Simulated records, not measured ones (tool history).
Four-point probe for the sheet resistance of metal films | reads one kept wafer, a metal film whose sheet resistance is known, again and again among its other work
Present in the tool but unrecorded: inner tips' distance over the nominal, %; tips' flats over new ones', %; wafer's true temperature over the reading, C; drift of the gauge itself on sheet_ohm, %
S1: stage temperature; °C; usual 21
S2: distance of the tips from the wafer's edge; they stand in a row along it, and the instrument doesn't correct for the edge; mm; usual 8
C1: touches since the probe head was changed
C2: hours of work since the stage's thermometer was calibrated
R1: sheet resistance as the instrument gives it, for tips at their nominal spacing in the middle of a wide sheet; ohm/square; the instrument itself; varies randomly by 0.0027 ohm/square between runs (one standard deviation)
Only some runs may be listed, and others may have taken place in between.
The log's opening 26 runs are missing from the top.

| run | hour | S1 | S2 | C1 | C2 | R1 |
|---|---|---|---|---|---|---|
| 27 | 1179.7 | 21 | 39 | 51645 | 164 | 13.567829 |
| 28 | 1224.3 | 21 | 39 | 52405 | 189 | 13.568388 |
| 29 | 1275.2 | 32 | 20 | 53272 | 218 | 13.694657 |
| 30 | 1309.3 | 30 | 20 | 53854 | 237 | 13.672173 |
| 31 | 1360.6 | 20 | 20 | 54727 | 267 | 13.564131 |
| 32 | 1399.3 | 23 | 3 | 55387 | 289 | 14.342441 |
| 33 | 1431.2 | 23 | 3 | 55930 | 307 | 14.340214 |
| 34 | 1490.9 | 29 | 10 | 56948 | 341 | 13.713589 |
| 35 | 1537.7 | 26 | 11 | 57745 | 367 | 13.670830 |
| 36 | 1567.9 | 24 | 9 | 58259 | 385 | 13.678327 |
| 37 | 1598.3 | 24 | 9 | 58777 | 402 | 13.675538 |
| 38 | 1627.5 | 24 | 9 | 59274 | 419 | 13.672249 |
| 39 | 1661.0 | 31 | 4 | 59845 | 438 | 14.106619 |
| 40 | 1717.1 | 31 | 4 | 60801 | 470 | 14.106404 |
| 41 | 1774.6 | 31 | 4 | 61780 | 502 | 14.110099 |
| 42 | 1831.7 | 21 | 13 | 62753 | 535 | 13.597589 |
| 43 | 1893.2 | 29 | 5 | 63800 | 570 | 13.919286 |
| 44 | 1924.0 | 25 | 17 | 64325 | 587 | 13.620162 |
| 45 | 1978.1 | 28 | 52 | 65247 | 618 | 13.630702 |

Predict each of these 3 candidate next runs independently; none follows another, all start after run 45:
| A | 2034.5 | 24 | 14 | 66207 | 650 | ? |
| B | 2034.5 | 27 | 8 | 66207 | 650 | ? |
| C | 2034.5 | 19 | 4 | 66207 | 650 | ? |

| run | R1 |
|---|---|
| A | 13.622185 |
| B | 13.725702 |
| C | 13.962377 |
With no hidden state in the tool, these same runs would have given:
| run | R1 |
|---|---|
| A | 13.709584 |
| B | 13.813628 |
| C | 14.051952 |
